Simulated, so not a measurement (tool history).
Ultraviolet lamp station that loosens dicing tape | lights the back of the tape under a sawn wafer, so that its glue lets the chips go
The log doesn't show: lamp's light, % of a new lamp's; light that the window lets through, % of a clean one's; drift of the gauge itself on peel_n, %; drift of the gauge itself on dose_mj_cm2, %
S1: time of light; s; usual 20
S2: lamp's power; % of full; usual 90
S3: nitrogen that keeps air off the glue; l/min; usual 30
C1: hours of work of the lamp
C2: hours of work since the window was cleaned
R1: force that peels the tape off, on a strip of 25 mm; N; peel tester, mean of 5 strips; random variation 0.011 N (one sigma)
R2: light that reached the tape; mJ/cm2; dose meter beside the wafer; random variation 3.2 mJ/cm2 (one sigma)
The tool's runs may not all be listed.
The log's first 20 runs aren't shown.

run    hour  S1  S2  S3   C1   C2     R1   R2
      652.4  -- lamp changed
 21   665.6  20  61  30    6  289  1.344  317
 22   699.5  20  61  30   20  304  1.339  313
 23   727.4  20  61  30   33  316  1.369  307
 24   770.7  10  95  30   51  335  2.137  237
 25   814.1  20  82  21   70  353  1.063  409
 26   841.8  20  82  21   82  365  1.101  400
      846.7  -- window cleaned of glue's vapour
 27   864.8  20  82  21   92    8  0.916  440
 28   903.8  19  90  27  109   25  0.692  456
 29   931.9  20  67  25  121   37  1.215  352
 30   972.4  20  67  25  139   55  1.305  346
 31  1004.9  28  68  13  153   69  1.127  490
 32  1027.7  12  75  13  163   79  3.353  232

The next listed run, before its measurement:
 33  1053.5  12  80  10  174  90   ?   ?

{"run 33": {"R1": 3.439, "R2": 242}}
Without the tool's hidden state the same run would have given R1 3.077 N, R2 270 mJ/cm2.

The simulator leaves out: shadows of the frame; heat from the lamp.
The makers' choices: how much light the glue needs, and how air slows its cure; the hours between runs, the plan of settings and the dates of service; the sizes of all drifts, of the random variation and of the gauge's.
